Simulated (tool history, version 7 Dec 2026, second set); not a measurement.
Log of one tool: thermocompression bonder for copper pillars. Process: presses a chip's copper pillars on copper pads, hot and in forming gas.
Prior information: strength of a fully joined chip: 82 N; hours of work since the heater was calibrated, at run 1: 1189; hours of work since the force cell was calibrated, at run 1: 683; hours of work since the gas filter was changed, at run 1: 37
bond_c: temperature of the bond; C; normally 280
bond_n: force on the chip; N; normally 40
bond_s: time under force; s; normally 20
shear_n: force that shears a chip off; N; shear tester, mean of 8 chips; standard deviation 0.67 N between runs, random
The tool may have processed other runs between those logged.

| run | hour | bond_c | bond_n | bond_s | hours of work since the heater was calibrated | hours of work since the force cell was calibrated | hours of work since the gas filter was changed | shear_n |
|---|---|---|---|---|---|---|---|---|
| 1 | 0.0 | 280 | 40 | 20 | 1189 | 683 | 37 | 43.2 |
| 2 | 67.1 | 280 | 40 | 20 | 1236 | 730 | 83 | 41.3 |
| 3 | 103.8 | 280 | 40 | 20 | 1261 | 755 | 109 | 41.1 |
|  | 118.1 | forming gas filter changed |
| 4 | 136.2 | 280 | 46 | 20 | 1283 | 778 | 13 | 46.3 |
|  | 175.1 | heater calibrated with a thermocouple chip |
| 5 | 193.8 | 280 | 39 | 20 | 13 | 816 | 51 | 40.3 |
| 6 | 235.6 | 280 | 39 | 20 | 42 | 845 | 80 | 38.2 |
| 7 | 271.4 | 280 | 39 | 20 | 67 | 870 | 105 | 37.4 |
|  | 292.2 | forming gas filter changed |
| 8 | 309.2 | 280 | 40 | 20 | 93 | 896 | 12 | 40.6 |
|  | 317.4 | force cell calibrated |
| 9 | 349.8 | 280 | 40 | 20 | 120 | 23 | 39 | 43.0 |
| 10 | 388.1 | 280 | 40 | 20 | 146 | 49 | 65 | 41.8 |
| 11 | 427.9 | 300 | 40 | 20 | 174 | 77 | 93 | 47.4 |
|  | 465.6 | forming gas filter changed |
| 12 | 465.6 | 280 | 40 | 36 | 200 | 102 | 0 | 52.2 |
| 13 | 523.1 | 276 | 40 | 20 | 240 | 142 | 40 | 41.1 |
| 14 | 573.1 | 252 | 44 | 17 | 274 | 177 | 75 | 32.3 |
| 15 | 631.9 | 252 | 44 | 17 | 315 | 218 | 115 | 30.1 |
|  | 640.7 | forming gas filter changed |
| 16 | 661.4 | 252 | 44 | 17 | 335 | 238 | 14 | 33.8 |
| 17 | 705.2 | 252 | 44 | 17 | 366 | 268 | 45 | 32.7 |
| 18 | 735.4 | 252 | 44 | 17 | 386 | 289 | 66 | 31.4 |
| 19 | 773.7 | 252 | 44 | 17 | 413 | 316 | 92 | 30.1 |
|  | 814.6 | forming gas filter changed |
| 20 | 839.2 | 266 | 40 | 20 | 458 | 361 | 17 | 38.4 |
| 21 | 907.1 | 264 | 43 | 14 | 505 | 408 | 64 | 32.6 |
| 22 | 970.2 | 264 | 43 | 14 | 549 | 452 | 108 | 32.2 |
|  | 985.0 | forming gas filter changed |
| 23 | 1008.9 | 267 | 42 | 32 | 575 | 478 | 17 | 45.6 |
| 24 | 1042.5 | 267 | 42 | 32 | 599 | 502 | 40 | 44.7 |
| 25 | 1091.3 | 300 | 42 | 24 | 633 | 535 | 74 | 50.9 |
|  | 1157.9 | forming gas filter changed |
| 26 | 1159.1 | 300 | 42 | 24 | 679 | 582 | 1 | 55.3 |

Below are 4 alternative next runs, each starting from the tool's condition after run 26. Predict each:
| A | 1215.2 | 296 | 51 | 22 | 718 | 621 | 40 | ? |
| B | 1215.2 | 280 | 28 | 18 | 718 | 621 | 40 | ? |
| C | 1215.2 | 300 | 55 | 24 | 718 | 621 | 40 | ? |
| D | 1215.2 | 273 | 34 | 32 | 718 | 621 | 40 | ? |

| run | shear_n |
|---|---|
| A | 55.5 |
| B | 31.5 |
| C | 60.1 |
| D | 42.1 |
Had the tool no hidden state, the same runs would have come out as:
| run | shear_n |
|---|---|
| A | 58.7 |
| B | 33.8 |
| C | 63.3 |
| D | 44.9 |

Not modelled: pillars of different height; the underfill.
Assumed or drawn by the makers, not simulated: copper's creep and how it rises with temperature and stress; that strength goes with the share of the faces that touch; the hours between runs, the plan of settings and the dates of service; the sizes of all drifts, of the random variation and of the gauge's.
